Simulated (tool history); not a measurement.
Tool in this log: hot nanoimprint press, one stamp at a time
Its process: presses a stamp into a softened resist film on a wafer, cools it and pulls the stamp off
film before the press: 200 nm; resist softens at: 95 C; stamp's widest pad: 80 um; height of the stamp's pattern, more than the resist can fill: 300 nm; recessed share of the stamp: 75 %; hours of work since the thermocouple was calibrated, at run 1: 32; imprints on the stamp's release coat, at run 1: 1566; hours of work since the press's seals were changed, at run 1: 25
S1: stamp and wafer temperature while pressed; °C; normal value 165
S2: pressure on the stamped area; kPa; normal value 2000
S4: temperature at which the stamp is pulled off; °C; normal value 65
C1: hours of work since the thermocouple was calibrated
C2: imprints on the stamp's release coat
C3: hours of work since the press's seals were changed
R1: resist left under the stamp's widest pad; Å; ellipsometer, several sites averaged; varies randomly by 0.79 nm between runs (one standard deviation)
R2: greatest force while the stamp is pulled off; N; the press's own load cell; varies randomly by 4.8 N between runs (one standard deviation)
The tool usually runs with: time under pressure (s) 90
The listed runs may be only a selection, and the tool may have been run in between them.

{"run": 1, "day": 0.0, "S1": 165, "S2": 2000, "time under pressure (s)": 90, "S4": 65, "C1": 32, "C2": 1566, "C3": 25, "R1": 986, "R2": 304}
{"run": 2, "day": 0.433, "S1": 172, "S2": 2000, "time under pressure (s)": 90, "S4": 65, "C1": 37, "C2": 1597, "C3": 30, "R1": 740, "R2": 298}
{"run": 3, "day": 0.825, "S1": 165, "S2": 2000, "time under pressure (s)": 90, "S4": 65, "C1": 42, "C2": 1625, "C3": 35, "R1": 992, "R2": 302}
{"run": 4, "day": 1.25, "S1": 165, "S2": 2000, "time under pressure (s)": 90, "S4": 65, "C1": 48, "C2": 1655, "C3": 40, "R1": 1000, "R2": 302}
{"run": 5, "day": 1.488, "S1": 165, "S2": 2000, "time under pressure (s)": 90, "S4": 65, "C1": 51, "C2": 1672, "C3": 43, "R1": 999, "R2": 294}
{"run": 6, "day": 1.917, "S1": 165, "S2": 2000, "time under pressure (s)": 90, "S4": 65, "C1": 56, "C2": 1702, "C3": 49, "R1": 1003, "R2": 299}
{"run": 7, "day": 2.162, "S1": 165, "S2": 2000, "time under pressure (s)": 90, "S4": 65, "C1": 59, "C2": 1720, "C3": 52, "R1": 992, "R2": 300}
{"run": 8, "day": 2.579, "S1": 165, "S2": 2000, "time under pressure (s)": 90, "S4": 65, "C1": 64, "C2": 1749, "C3": 57, "R1": 990, "R2": 308}
{"run": 9, "day": 2.829, "S1": 165, "S2": 2000, "time under pressure (s)": 90, "S4": 65, "C1": 67, "C2": 1767, "C3": 60, "R1": 988, "R2": 302}
{"run": 10, "day": 3.183, "S1": 165, "S2": 2000, "time under pressure (s)": 90, "S4": 65, "C1": 72, "C2": 1792, "C3": 65, "R1": 1006, "R2": 296}
{"run": 11, "day": 3.483, "S1": 165, "S2": 2000, "time under pressure (s)": 90, "S4": 65, "C1": 76, "C2": 1813, "C3": 68, "R1": 987, "R2": 310}
{"run": 12, "day": 3.85, "S1": 165, "S2": 2000, "time under pressure (s)": 90, "S4": 65, "C1": 80, "C2": 1839, "C3": 73, "R1": 998, "R2": 299}
{"run": 13, "day": 4.154, "S1": 165, "S2": 2000, "time under pressure (s)": 90, "S4": 54, "C1": 84, "C2": 1861, "C3": 77, "R1": 980, "R2": 347}
{"run": 14, "day": 4.554, "S1": 165, "S2": 2000, "time under pressure (s)": 156, "S4": 65, "C1": 89, "C2": 1889, "C3": 82, "R1": 798, "R2": 298}
{"run": 15, "day": 4.812, "S1": 165, "S2": 2000, "time under pressure (s)": 156, "S4": 65, "C1": 92, "C2": 1908, "C3": 85, "R1": 800, "R2": 307}
{"run": 16, "day": 5.125, "S1": 165, "S2": 2000, "time under pressure (s)": 156, "S4": 65, "C1": 96, "C2": 1930, "C3": 89, "R1": 808, "R2": 307}
{"run": 17, "day": 5.388, "S1": 160, "S2": 2260, "time under pressure (s)": 103, "S4": 57, "C1": 100, "C2": 1948, "C3": 92, "R1": 1086, "R2": 341}
{"run": 18, "day": 5.833, "S1": 172, "S2": 2000, "time under pressure (s)": 114, "S4": 60, "C1": 105, "C2": 1980, "C3": 98, "R1": 670, "R2": 320}
{"run": 19, "day": 6.267, "S1": 175, "S2": 2000, "time under pressure (s)": 114, "S4": 61, "C1": 111, "C2": 2011, "C3": 104, "R1": 606, "R2": 331}
{"run": 20, "day": 6.508, "S1": 175, "S2": 2420, "time under pressure (s)": 63, "S4": 65, "C1": 114, "C2": 2028, "C3": 107, "R1": 690, "R2": 313}
{"run": 21, "day": 6.933, "S1": 175, "S2": 2420, "time under pressure (s)": 71, "S4": 56, "C1": 119, "C2": 2058, "C3": 112, "R1": 664, "R2": 348}
{"run": 22, "day": 7.258, "S1": 165, "S2": 2000, "time under pressure (s)": 173, "S4": 65, "C1": 123, "C2": 2081, "C3": 116, "R1": 770, "R2": 303}
{"run": 23, "day": 7.488, "S1": 165, "S2": 2000, "time under pressure (s)": 90, "S4": 51, "C1": 126, "C2": 2097, "C3": 119, "R1": 978, "R2": 355}
{"run": 24, "day": 7.671, "S1": 165, "S2": 2000, "time under pressure (s)": 90, "S4": 51, "C1": 128, "C2": 2110, "C3": 121, "R1": 973, "R2": 359}
{"run": 25, "day": 7.929, "S1": 176, "S2": 1630, "time under pressure (s)": 90, "S4": 65, "C1": 132, "C2": 2129, "C3": 124, "R1": 706, "R2": 310}
{"run": 26, "day": 8.2, "S1": 162, "S2": 1280, "time under pressure (s)": 90, "S4": 65, "C1": 135, "C2": 2148, "C3": 128, "R1": 1298, "R2": 323}
{"run": 27, "day": 8.642, "S1": 165, "S2": 2000, "time under pressure (s)": 90, "S4": 65, "C1": 141, "C2": 2179, "C3": 133, "R1": 991, "R2": 312}
{"run": 28, "day": 9.05, "S1": 165, "S2": 2080, "time under pressure (s)": 90, "S4": 55, "C1": 146, "C2": 2208, "C3": 139, "R1": 965, "R2": 345}
{"run": 29, "day": 9.258, "S1": 165, "S2": 2080, "time under pressure (s)": 90, "S4": 55, "C1": 148, "C2": 2223, "C3": 141, "R1": 958, "R2": 352}
{"run": 30, "day": 9.55, "S1": 165, "S2": 2080, "time under pressure (s)": 90, "S4": 55, "C1": 152, "C2": 2244, "C3": 145, "R1": 961, "R2": 373}
{"run": 31, "day": 9.846, "S1": 165, "S2": 2080, "time under pressure (s)": 90, "S4": 55, "C1": 156, "C2": 2265, "C3": 149, "R1": 961, "R2": 349}

Below, each run's measurement less what the same run would have read without the hidden state. Both values contain the same run-to-run variation, but the gauge's scatter may not be the same in both:
The hidden state here: true temperature over the reading, C; pressure that arrives at the usual setting, %; grip of the stamp's worn release coat, % over a new coat's; drift of the gauge itself on residual_nm, %; drift of the gauge itself on pull_off_n, %.
run=1 R1=-15 R2=+60
run=2 R1=-12 R2=+60
run=3 R1=-16 R2=+62
run=4 R1=-17 R2=+63
run=5 R1=-18 R2=+62
run=6 R1=-18 R2=+64
run=7 R1=-19 R2=+64
run=8 R1=-20 R2=+67
run=9 R1=-19 R2=+67
run=10 R1=-21 R2=+66
run=11 R1=-20 R2=+69
run=12 R1=-22 R2=+67
run=13 R1=-22 R2=+79
run=14 R1=-20 R2=+68
run=15 R1=-20 R2=+72
run=16 R1=-21 R2=+72
run=17 R1=-26 R2=+81
run=18 R1=-17 R2=+76
run=19 R1=-16 R2=+80
run=20 R1=-18 R2=+77
run=21 R1=-18 R2=+86
run=22 R1=-23 R2=+75
run=23 R1=-27 R2=+89
run=24 R1=-28 R2=+90
run=25 R1=-20 R2=+78
run=26 R1=-32 R2=+82
run=27 R1=-30 R2=+80
run=28 R1=-30 R2=+90
run=29 R1=-30 R2=+92
run=30 R1=-31 R2=+98
run=31 R1=-31 R2=+93
